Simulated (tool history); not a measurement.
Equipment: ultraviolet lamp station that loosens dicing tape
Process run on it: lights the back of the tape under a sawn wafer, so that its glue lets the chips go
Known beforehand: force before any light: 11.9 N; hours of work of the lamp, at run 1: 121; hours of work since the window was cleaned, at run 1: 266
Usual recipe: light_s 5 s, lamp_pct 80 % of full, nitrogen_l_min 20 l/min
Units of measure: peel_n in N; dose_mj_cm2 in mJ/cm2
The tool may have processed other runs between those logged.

| run | hour | light_s | lamp_pct | nitrogen_l_min | hours of work of the lamp | hours of work since the window was cleaned | peel_n | dose_mj_cm2 |
|---|---|---|---|---|---|---|---|---|
| 1 | 0 | 5 | 80 | 20 | 121 | 266 | 0.866 | 257 |
| 2 | 12.9 | 5 | 80 | 20 | 129 | 273 | 0.827 | 259 |
| 3 | 28.2 | 5 | 80 | 20 | 137 | 282 | 0.889 | 258 |
| 4 | 42.3 | 5 | 80 | 20 | 146 | 290 | 0.897 | 259 |
| 5 | 56 | 5 | 80 | 20 | 154 | 298 | 0.837 | 261 |
| 6 | 68.6 | 5 | 80 | 20 | 161 | 306 | 0.855 | 261 |
| 7 | 75.4 | 5 | 80 | 20 | 165 | 310 | 0.867 | 257 |
| 8 | 87.7 | 5 | 87 | 20 | 172 | 317 | 0.691 | 280 |
| 9 | 100.5 | 5 | 61 | 15 | 180 | 324 | 1.937 | 197 |
| 10 | 114.1 | 2 | 91 | 9 | 188 | 332 | 4.927 | 121 |

Below are 4 alternative next runs, each starting from the tool's condition after run 10. Predict each:
| A | 130.8 | 3 | 86 | 20 | 197 | 342 | ? | ? |
| B | 130.8 | 2 | 90 | 9 | 197 | 342 | ? | ? |
| C | 130.8 | 3 | 90 | 26 | 197 | 342 | ? | ? |
| D | 130.8 | 2 | 84 | 16 | 197 | 342 | ? | ? |

| run | peel_n | dose_mj_cm2 |
|---|---|---|
| A | 2.133 | 166 |
| B | 4.768 | 116 |
| C | 1.734 | 172 |
| D | 4.353 | 106 |
What these runs would have given with no unlogged condition in the tool:
| run | peel_n | dose_mj_cm2 |
|---|---|---|
| A | 2.131 | 166 |
| B | 4.766 | 117 |
| C | 1.732 | 172 |
| D | 4.351 | 106 |
